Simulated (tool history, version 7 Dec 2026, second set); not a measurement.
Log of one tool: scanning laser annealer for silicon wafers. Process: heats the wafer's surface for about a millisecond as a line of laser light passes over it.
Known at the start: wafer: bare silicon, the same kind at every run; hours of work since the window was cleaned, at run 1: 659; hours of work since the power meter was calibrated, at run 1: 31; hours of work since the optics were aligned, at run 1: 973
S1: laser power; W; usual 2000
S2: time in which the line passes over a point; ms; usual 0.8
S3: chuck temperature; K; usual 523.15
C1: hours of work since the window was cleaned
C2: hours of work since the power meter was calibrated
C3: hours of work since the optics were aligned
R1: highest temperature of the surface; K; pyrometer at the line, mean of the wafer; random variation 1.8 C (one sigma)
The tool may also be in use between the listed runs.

| run | day | S1 | S2 | S3 | C1 | C2 | C3 | R1 |
|---|---|---|---|---|---|---|---|---|
| 1 | 0 | 2000 | 0.8 | 523.15 | 659 | 31 | 973 | 1301.15 |
| 2 | 0.608 | 2000 | 0.8 | 523.15 | 669 | 41 | 983 | 1301.15 |
| 3 | 1.029 | 2000 | 0.8 | 523.15 | 676 | 48 | 991 | 1298.15 |
| 4 | 1.446 | 2000 | 0.8 | 556.15 | 683 | 55 | 997 | 1331.15 |
| 5 | 1.908 | 2000 | 0.8 | 523.15 | 691 | 63 | 1005 | 1300.15 |
| 6 | 2.508 | 2000 | 0.778 | 523.15 | 701 | 73 | 1015 | 1287.15 |
| 7 | 3.042 | 2000 | 0.8 | 523.15 | 710 | 82 | 1024 | 1302.15 |
| 8 | 3.517 | 2000 | 0.8 | 523.15 | 718 | 90 | 1032 | 1296.15 |
| 9 | 4.025 | 1816 | 0.8 | 523.15 | 726 | 99 | 1041 | 1205.15 |
| 10 | 4.629 | 2000 | 0.667 | 523.15 | 736 | 109 | 1051 | 1231.15 |
| 11 | 4.929 | 2000 | 0.8 | 488.15 | 741 | 114 | 1056 | 1262.15 |
| 12 | 5.358 | 2000 | 0.8 | 488.15 | 748 | 121 | 1063 | 1261.15 |
| 13 | 5.938 | 2000 | 0.606 | 488.15 | 758 | 131 | 1073 | 1163.15 |
| 14 | 6.525 | 2000 | 0.812 | 488.15 | 768 | 140 | 1082 | 1266.15 |
| 15 | 6.792 | 2000 | 0.8 | 523.15 | 772 | 145 | 1087 | 1295.15 |
| 16 | 7.267 | 2000 | 0.8 | 523.15 | 780 | 153 | 1095 | 1291.15 |
| 17 | 7.729 | 1796 | 0.788 | 528.15 | 788 | 161 | 1103 | 1189.15 |
| 18 | 7.992 | 1932 | 0.903 | 523.15 | 792 | 165 | 1107 | 1297.15 |
| 19 | 8.367 | 1932 | 0.903 | 523.15 | 799 | 171 | 1113 | 1305.15 |
| 20 | 8.95 | 2154 | 0.801 | 511.15 | 808 | 181 | 1123 | 1361.15 |
| 21 | 9.438 | 2154 | 0.842 | 560.15 | 817 | 189 | 1131 | 1431.15 |
| 22 | 9.95 | 1967 | 0.888 | 497.15 | 825 | 198 | 1140 | 1284.15 |
| 23 | 10.404 | 1967 | 0.781 | 538.15 | 833 | 205 | 1147 | 1278.15 |
| 24 | 11.017 | 2150 | 0.781 | 500.15 | 843 | 215 | 1158 | 1340.15 |
| 25 | 11.383 | 1862 | 0.691 | 528.15 | 849 | 222 | 1164 | 1177.15 |
| 26 | 11.654 | 1862 | 0.691 | 528.15 | 854 | 226 | 1168 | 1177.15 |
| 27 | 12.188 | 1862 | 0.947 | 536.15 | 863 | 235 | 1177 | 1286.15 |
|  | 12.504 | optics aligned, line set to its width |
| 28 | 13.012 | 1862 | 0.947 | 536.15 | 873 | 245 | 9 | 1305.15 |
| 29 | 13.596 | 2097 | 0.675 | 536.15 | 883 | 255 | 18 | 1303.15 |

5 ways to go on from here, each from the tool as it stands after run 29. What would each give?
| A | 13.875 | 1889 | 0.673 | 498.15 | 887 | 260 | 23 | ? |
| B | 13.875 | 1839 | 0.675 | 536.15 | 887 | 260 | 23 | ? |
| C | 13.875 | 1729 | 0.595 | 536.15 | 887 | 260 | 23 | ? |
| D | 13.875 | 2000 | 0.8 | 555.15 | 887 | 260 | 23 | ? |
| E | 13.875 | 1996 | 0.671 | 516.15 | 887 | 260 | 23 | ? |

| run | R1 |
|---|---|
| A | 1165.15 |
| B | 1179.15 |
| C | 1094.15 |
| D | 1335.15 |
| E | 1234.15 |
Without the tool's hidden state the same runs would have given:
| run | R1 |
|---|---|
| A | 1203.15 |
| B | 1216.15 |
| C | 1126.15 |
| D | 1380.15 |
| E | 1275.15 |
